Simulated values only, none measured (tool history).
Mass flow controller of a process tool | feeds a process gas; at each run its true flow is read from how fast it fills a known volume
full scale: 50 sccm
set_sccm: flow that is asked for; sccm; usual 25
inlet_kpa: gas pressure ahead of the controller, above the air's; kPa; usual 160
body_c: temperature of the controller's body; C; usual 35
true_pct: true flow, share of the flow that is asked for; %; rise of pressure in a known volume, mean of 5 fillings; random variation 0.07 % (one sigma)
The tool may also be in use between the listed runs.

run 1 hour=0 | set_sccm=25 inlet_kpa=160 body_c=35 | true_pct=98.19
run 2 hour=406 | set_sccm=20 inlet_kpa=160 body_c=35 | true_pct=98.1
run 3 hour=630.1 | set_sccm=25 inlet_kpa=192 body_c=35 | true_pct=98.35
run 4 hour=952.4 | set_sccm=25 inlet_kpa=195 body_c=35 | true_pct=98.54
run 5 hour=1229 | set_sccm=25 inlet_kpa=160 body_c=35 | true_pct=98.29
run 6 hour=1513 | set_sccm=25 inlet_kpa=160 body_c=35 | true_pct=98.32
run 7 hour=1912.3 | set_sccm=25 inlet_kpa=160 body_c=35 | true_pct=98.19
run 8 hour=2199.1 | set_sccm=25 inlet_kpa=160 body_c=35 | true_pct=98.22
run 9 hour=2697.6 | set_sccm=25 inlet_kpa=160 body_c=35 | true_pct=98.21
run 10 hour=3011.1 | set_sccm=25 inlet_kpa=160 body_c=35 | true_pct=98.22
run 11 hour=3509.4 | set_sccm=25 inlet_kpa=160 body_c=35 | true_pct=98.21
run 12 hour=3803 | set_sccm=5 inlet_kpa=190 body_c=27 | true_pct=103.27
run 13 hour=4014.9 | set_sccm=6 inlet_kpa=196 body_c=24 | true_pct=102.63
run 14 hour=4365.6 | set_sccm=5 inlet_kpa=173 body_c=24 | true_pct=103.88
run 15 hour=4621.4 | set_sccm=6 inlet_kpa=247 body_c=23 | true_pct=103.36
run 16 hour=5052.2 | set_sccm=27 inlet_kpa=160 body_c=38 | true_pct=97.92
run 17 hour=5418.1 | set_sccm=21 inlet_kpa=170 body_c=30 | true_pct=98.71
run 18 hour=5721.7 | set_sccm=21 inlet_kpa=170 body_c=30 | true_pct=98.85
run 19 hour=6155.8 | set_sccm=30 inlet_kpa=160 body_c=31 | true_pct=98.29
run 20 hour=6635.3 | set_sccm=35 inlet_kpa=160 body_c=29 | true_pct=98.43
run 21 hour=6952.9 | set_sccm=28 inlet_kpa=267 body_c=36 | true_pct=98.44

Forecast each of these 3 alternatives for the next run:
run A hour=7326.6 | set_sccm=28 inlet_kpa=141 body_c=26 | true_pct=?
run B hour=7326.6 | set_sccm=25 inlet_kpa=144 body_c=35 | true_pct=?
run C hour=7326.6 | set_sccm=28 inlet_kpa=267 body_c=28 | true_pct=?

run=A true_pct=98.55
run=B true_pct=98.04
run=C true_pct=99.09
Without the tool's hidden state the same runs would have given:
run=A true_pct=98.92
run=B true_pct=98.19
run=C true_pct=99.46
